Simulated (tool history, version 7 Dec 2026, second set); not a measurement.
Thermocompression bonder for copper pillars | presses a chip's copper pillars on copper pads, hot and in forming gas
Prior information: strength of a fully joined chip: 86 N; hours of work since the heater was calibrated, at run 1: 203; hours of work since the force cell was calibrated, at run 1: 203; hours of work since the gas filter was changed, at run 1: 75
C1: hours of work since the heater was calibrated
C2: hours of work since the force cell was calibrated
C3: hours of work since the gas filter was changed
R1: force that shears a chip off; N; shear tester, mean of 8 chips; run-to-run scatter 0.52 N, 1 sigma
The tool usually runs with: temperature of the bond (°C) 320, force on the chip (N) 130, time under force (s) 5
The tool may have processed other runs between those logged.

{"run": 1, "hour": 0.0, "temperature of the bond (°C)": 320, "force on the chip (N)": 130, "time under force (s)": 5, "C1": 203, "C2": 203, "C3": 75, "R1": 30.1}
{"run": 2, "hour": 17.8, "temperature of the bond (°C)": 320, "force on the chip (N)": 130, "time under force (s)": 5, "C1": 214, "C2": 214, "C3": 87, "R1": 30.8}
{"run": 3, "hour": 41.4, "temperature of the bond (°C)": 320, "force on the chip (N)": 130, "time under force (s)": 5, "C1": 230, "C2": 230, "C3": 103, "R1": 29.5}
{"hour": 55.6, "done": "forming gas filter changed"}
{"run": 4, "hour": 55.6, "temperature of the bond (°C)": 320, "force on the chip (N)": 130, "time under force (s)": 5, "C1": 239, "C2": 239, "C3": 0, "R1": 31.7}
{"run": 5, "hour": 81.5, "temperature of the bond (°C)": 320, "force on the chip (N)": 130, "time under force (s)": 5, "C1": 256, "C2": 256, "C3": 17, "R1": 32.8}
{"run": 6, "hour": 100.0, "temperature of the bond (°C)": 320, "force on the chip (N)": 130, "time under force (s)": 3, "C1": 268, "C2": 268, "C3": 29, "R1": 26}
{"run": 7, "hour": 131.0, "temperature of the bond (°C)": 320, "force on the chip (N)": 130, "time under force (s)": 3, "C1": 289, "C2": 289, "C3": 50, "R1": 25.3}
{"run": 8, "hour": 151.7, "temperature of the bond (°C)": 320, "force on the chip (N)": 130, "time under force (s)": 3, "C1": 302, "C2": 302, "C3": 63, "R1": 24.7}
{"run": 9, "hour": 164.8, "temperature of the bond (°C)": 320, "force on the chip (N)": 130, "time under force (s)": 3, "C1": 311, "C2": 311, "C3": 72, "R1": 25.3}
{"run": 10, "hour": 193.2, "temperature of the bond (°C)": 320, "force on the chip (N)": 130, "time under force (s)": 3, "C1": 330, "C2": 330, "C3": 91, "R1": 23.8}
{"hour": 224.6, "done": "forming gas filter changed"}
{"run": 11, "hour": 225.7, "temperature of the bond (°C)": 295, "force on the chip (N)": 81, "time under force (s)": 4, "C1": 351, "C2": 351, "C3": 1, "R1": 12.3}
{"run": 12, "hour": 251.9, "temperature of the bond (°C)": 342, "force on the chip (N)": 130, "time under force (s)": 15, "C1": 368, "C2": 368, "C3": 18, "R1": 53.5}
{"run": 13, "hour": 272.0, "temperature of the bond (°C)": 342, "force on the chip (N)": 130, "time under force (s)": 15, "C1": 381, "C2": 381, "C3": 31, "R1": 52.9}
{"run": 14, "hour": 286.1, "temperature of the bond (°C)": 303, "force on the chip (N)": 80, "time under force (s)": 9, "C1": 390, "C2": 390, "C3": 40, "R1": 18.4}
{"run": 15, "hour": 315.2, "temperature of the bond (°C)": 320, "force on the chip (N)": 125, "time under force (s)": 5, "C1": 409, "C2": 409, "C3": 60, "R1": 29.6}
{"run": 16, "hour": 339.2, "temperature of the bond (°C)": 320, "force on the chip (N)": 125, "time under force (s)": 5, "C1": 425, "C2": 425, "C3": 76, "R1": 28.4}
{"run": 17, "hour": 367.2, "temperature of the bond (°C)": 349, "force on the chip (N)": 139, "time under force (s)": 14, "C1": 444, "C2": 444, "C3": 94, "R1": 54.3}
{"run": 18, "hour": 387.5, "temperature of the bond (°C)": 320, "force on the chip (N)": 95, "time under force (s)": 3, "C1": 457, "C2": 457, "C3": 107, "R1": 15.7}
{"hour": 395.6, "done": "forming gas filter changed"}
{"run": 19, "hour": 407.3, "temperature of the bond (°C)": 290, "force on the chip (N)": 131, "time under force (s)": 5, "C1": 470, "C2": 470, "C3": 8, "R1": 23.6}

How the hidden state differs across the entries between the runs, from the last listed run before each to the first after it:
Runs 3 to 4: forming gas filter changed (hour 55.6)
  true temperature of the bond over the reading, C: -3.1 -> -3.2; oxide that the forming gas leaves, % of the face: 8.15 -> 0.56
  measured minus no-state result, R1: -4 -> -1.5 N
Runs 10 to 11: forming gas filter changed (hour 224.6)
  true temperature of the bond over the reading, C: -4.3 -> -4.5; oxide that the forming gas leaves, % of the face: 7.23 -> 0.72
  measured minus no-state result, R1: -3.4 -> -1 N
Runs 18 to 19: forming gas filter changed (hour 395.6)
  true temperature of the bond over the reading, C: -5.7 -> -5.9; force that reaches the chip, % of what is set: 97.7 -> 97.6; oxide that the forming gas leaves, % of the face: 8.83 -> 1.12
  measured minus no-state result, R1: -3.1 -> -2.5 N
